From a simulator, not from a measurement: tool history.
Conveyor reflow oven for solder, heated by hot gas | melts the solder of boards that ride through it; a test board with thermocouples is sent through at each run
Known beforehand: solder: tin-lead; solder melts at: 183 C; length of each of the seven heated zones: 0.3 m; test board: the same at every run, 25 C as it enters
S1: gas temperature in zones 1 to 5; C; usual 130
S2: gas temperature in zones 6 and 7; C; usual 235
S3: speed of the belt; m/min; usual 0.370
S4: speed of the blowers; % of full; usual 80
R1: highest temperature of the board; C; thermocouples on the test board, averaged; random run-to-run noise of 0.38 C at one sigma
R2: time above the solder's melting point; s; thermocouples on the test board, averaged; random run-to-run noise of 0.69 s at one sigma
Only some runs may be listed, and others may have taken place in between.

| run | hour | S1 | S2 | S3 | S4 | R1 | R2 |
|---|---|---|---|---|---|---|---|
| 1 | 0.0 | 130 | 235 | 0.370 | 80 | 227.0 | 81.2 |
| 2 | 13.9 | 130 | 235 | 0.370 | 80 | 226.9 | 82.3 |
| 3 | 31.5 | 130 | 235 | 0.370 | 80 | 226.7 | 82.3 |
| 4 | 58.1 | 130 | 235 | 0.370 | 80 | 227.0 | 81.7 |
| 5 | 83.3 | 130 | 235 | 0.411 | 80 | 223.9 | 69.4 |
| 6 | 108.1 | 130 | 235 | 0.370 | 80 | 226.6 | 82.4 |
| 7 | 133.1 | 130 | 235 | 0.370 | 80 | 225.8 | 81.1 |
| 8 | 153.0 | 130 | 235 | 0.370 | 80 | 226.4 | 81.5 |
| 9 | 176.4 | 139 | 235 | 0.370 | 80 | 227.4 | 86.0 |
| 10 | 201.1 | 130 | 235 | 0.370 | 71 | 224.1 | 80.3 |
| 11 | 225.0 | 130 | 235 | 0.370 | 68 | 223.6 | 80.1 |
| 12 | 245.3 | 130 | 235 | 0.418 | 80 | 223.6 | 69.3 |
| 13 | 259.5 | 130 | 235 | 0.418 | 80 | 223.1 | 69.7 |
| 14 | 286.7 | 130 | 235 | 0.418 | 80 | 222.6 | 68.7 |
| 15 | 314.7 | 130 | 235 | 0.426 | 80 | 222.4 | 67.1 |
| 16 | 337.9 | 130 | 235 | 0.426 | 80 | 220.8 | 66.9 |
| 17 | 363.2 | 131 | 227 | 0.426 | 74 | 213.4 | 59.2 |
| 18 | 392.0 | 131 | 227 | 0.399 | 70 | 214.5 | 64.7 |
| 19 | 410.4 | 130 | 235 | 0.370 | 70 | 223.0 | 78.8 |
| 20 | 431.7 | 130 | 235 | 0.370 | 70 | 223.2 | 77.8 |
|  | 453.8 | flux residue cleaned out of gas plates and filters |
| 21 | 454.8 | 138 | 242 | 0.375 | 83 | 235.0 | 87.9 |
| 22 | 472.9 | 138 | 242 | 0.375 | 83 | 235.0 | 90.1 |
| 23 | 495.7 | 129 | 235 | 0.370 | 88 | 229.2 | 82.7 |
| 24 | 512.1 | 129 | 235 | 0.370 | 88 | 228.4 | 84.2 |
| 25 | 529.2 | 129 | 235 | 0.370 | 88 | 229.3 | 84.6 |
| 26 | 546.7 | 135 | 235 | 0.306 | 61 | 229.0 | 103.7 |
| 27 | 572.2 | 135 | 235 | 0.306 | 61 | 229.0 | 102.4 |
| 28 | 597.9 | 119 | 239 | 0.429 | 88 | 228.3 | 67.8 |
| 29 | 621.9 | 130 | 246 | 0.429 | 88 | 234.9 | 76.0 |

5 options for the next run, each taken on its own from the tool as it stands now. Forecast them:
| A | 648.5 | 138 | 235 | 0.370 | 80 | ? | ? |
| B | 648.5 | 121 | 246 | 0.429 | 88 | ? | ? |
| C | 648.5 | 130 | 235 | 0.439 | 80 | ? | ? |
| D | 648.5 | 130 | 248 | 0.429 | 88 | ? | ? |
| E | 648.5 | 130 | 246 | 0.381 | 55 | ? | ? |

| run | R1 | R2 |
|---|---|---|
| A | 227.4 | 86.4 |
| B | 234.7 | 71.7 |
| C | 223.1 | 64.9 |
| D | 237.7 | 77.1 |
| E | 229.9 | 81.3 |
Without the tool's unlogged condition, the same runs would have read:
| run | R1 | R2 |
|---|---|---|
| A | 226.4 | 83.4 |
| B | 233.9 | 69.3 |
| C | 222.1 | 62.5 |
| D | 236.8 | 74.5 |
| E | 228.5 | 77.9 |
